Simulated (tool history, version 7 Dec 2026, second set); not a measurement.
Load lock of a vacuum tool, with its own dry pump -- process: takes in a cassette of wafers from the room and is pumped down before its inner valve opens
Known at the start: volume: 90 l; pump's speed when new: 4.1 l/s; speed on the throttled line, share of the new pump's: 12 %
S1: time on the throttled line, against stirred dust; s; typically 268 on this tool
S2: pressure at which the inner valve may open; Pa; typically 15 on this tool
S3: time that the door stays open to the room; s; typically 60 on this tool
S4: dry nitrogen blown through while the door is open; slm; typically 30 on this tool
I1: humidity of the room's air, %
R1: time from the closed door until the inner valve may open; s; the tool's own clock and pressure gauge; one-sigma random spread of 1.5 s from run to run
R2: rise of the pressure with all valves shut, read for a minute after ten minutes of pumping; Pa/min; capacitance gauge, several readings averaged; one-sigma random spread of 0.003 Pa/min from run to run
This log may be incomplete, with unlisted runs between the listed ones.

run 1 hour=0 | S1=268 S2=15 S3=60 S4=30 | I1=45.5 | R1=439.5 R2=0.014
run 2 hour=92.4 | S1=268 S2=15 S3=60 S4=30 | I1=46.2 | R1=439.8 R2=0.013
run 3 hour=185.5 | S1=268 S2=15 S3=94 S4=30 | I1=44.8 | R1=439.3 R2=0.014
run 4 hour=248.8 | S1=268 S2=15 S3=94 S4=30 | I1=42.3 | R1=440.2 R2=0.015
run 5 hour=341.4 | S1=268 S2=15 S3=94 S4=30 | I1=45.7 | R1=441.5 R2=0.02
run 6 hour=424.1 | S1=268 S2=15 S3=94 S4=30 | I1=43 | R1=439.6 R2=0.019
run 7 hour=478.3 | S1=268 S2=15 S3=60 S4=30 | I1=48.6 | R1=440.2 R2=0.016
run 8 hour=556.1 | S1=268 S2=15 S3=109 S4=30 | I1=45.1 | R1=439.2 R2=0.023
run 9 hour=627.1 | S1=268 S2=15 S3=60 S4=30 | I1=46.5 | R1=437.5 R2=0.021
run 10 hour=691.3 | S1=268 S2=15 S3=60 S4=30 | I1=46.2 | R1=441.2 R2=0.02
run 11 hour=768.6 | S1=268 S2=15 S3=60 S4=30 | I1=47.2 | R1=440 R2=0.016
run 12 hour=860.2 | S1=268 S2=15 S3=60 S4=30 | I1=47.4 | R1=440.9 R2=0.015
run 13 hour=906.6 | S1=467 S2=17 S3=229 S4=10 | I1=48.6 | R1=607.3 R2=0.072
run 14 hour=974.8 | S1=467 S2=17 S3=229 S4=10 | I1=45.1 | R1=613.9 R2=0.059
run 15 hour=1016 | S1=467 S2=17 S3=229 S4=10 | I1=46.7 | R1=607.7 R2=0.068
run 16 hour=1073.4 | S1=467 S2=21 S3=224 S4=10 | I1=45.3 | R1=607.5 R2=0.061
run 17 hour=1140.8 | S1=243 S2=21 S3=35 S4=10 | I1=46.4 | R1=409.9 R2=0.02
run 18 hour=1227.8 | S1=167 S2=15 S3=169 S4=15 | I1=43.4 | R1=352.9 R2=0.041
run 19 hour=1287.1 | S1=268 S2=15 S3=83 S4=10 | I1=47.4 | R1=439.9 R2=0.035
run 20 hour=1363.1 | S1=327 S2=13 S3=60 S4=30 | I1=47.2 | R1=493.3 R2=0.02
run 21 hour=1440.7 | S1=517 S2=25 S3=50 S4=5 | I1=45.3 | R1=643.2 R2=0.036
run 22 hour=1494.9 | S1=268 S2=15 S3=141 S4=6 | I1=45.5 | R1=440.2 R2=0.052

What if the next run were any one of these 3? Each begins from the tool's condition after run 22:
run A hour=1563.3 | S1=268 S2=12 S3=60 S4=30 | I1=44.2 | R1=? R2=?
run B hour=1563.3 | S1=297 S2=15 S3=141 S4=6 | I1=45.7 | R1=? R2=?
run C hour=1563.3 | S1=268 S2=15 S3=29 S4=7 | I1=46.5 | R1=? R2=?

run=A R1=447.2 R2=0.024
run=B R1=468.5 R2=0.059
run=C R1=440.9 R2=0.026
Without the tool's hidden state the same runs would have given:
run=A R1=434.4 R2=0.014
run=B R1=456.4 R2=0.049
run=C R1=428.6 R2=0.016
